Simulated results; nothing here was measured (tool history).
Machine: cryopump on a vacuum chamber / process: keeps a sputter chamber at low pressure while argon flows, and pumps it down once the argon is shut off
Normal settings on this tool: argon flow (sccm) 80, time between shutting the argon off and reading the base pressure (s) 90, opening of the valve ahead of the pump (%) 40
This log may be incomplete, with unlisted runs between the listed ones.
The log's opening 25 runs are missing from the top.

run	hour	argon flow (sccm)	time between shutting the argon off and reading the base pressure (s)	opening of the valve ahead of the pump (%)	hours of work since the pump was warmed up and emptied	hours of work since the cold head was overhauled	hours of work since the chamber's fittings were tightened	pressure while argon flows (Pa)	pressure after the wait (uPa)
26	1538.8	33	145	25	140	2368	582	0.116	1.22
27	1590.9	47	64	32	170	2398	612	0.1293	1.56
28	1650.4	61	59	46	205	2432	646	0.1194	1.63
29	1726.6	61	59	46	248	2476	690	0.1205	1.78
30	1777.8	41	59	46	278	2506	720	0.0818	1.78
31	1854.6	41	59	46	322	2550	764	0.082	1.89
32	1932.9	41	59	46	367	2595	809	0.0825	1.95
33	2005.6	34	48	15	409	2636	850	0.1983	2.22

Each row is a separate what-if for the run after 33, all from the same tool condition, not one after another. Results?
# hour 2027.2: pump warmed up, emptied and cooled again
A	2070.3	87	44	22	25	2671	885	?	?
# hour 2027.2: pump warmed up, emptied and cooled again
B	2070.3	34	178	15	25	2671	885	?	?
# hour 2027.2: pump warmed up, emptied and cooled again
C	2070.3	42	21	40	25	2671	885	?	?

run	pressure while argon flows (Pa)	pressure after the wait (uPa)
A	0.3415	2.11
B	0.1951	1.56
C	0.0928	2.97
What these runs would have given with no unlogged condition in the tool:
run	pressure while argon flows (Pa)	pressure after the wait (uPa)
A	0.3369	0.88
B	0.1933	0.31
C	0.0905	1.72
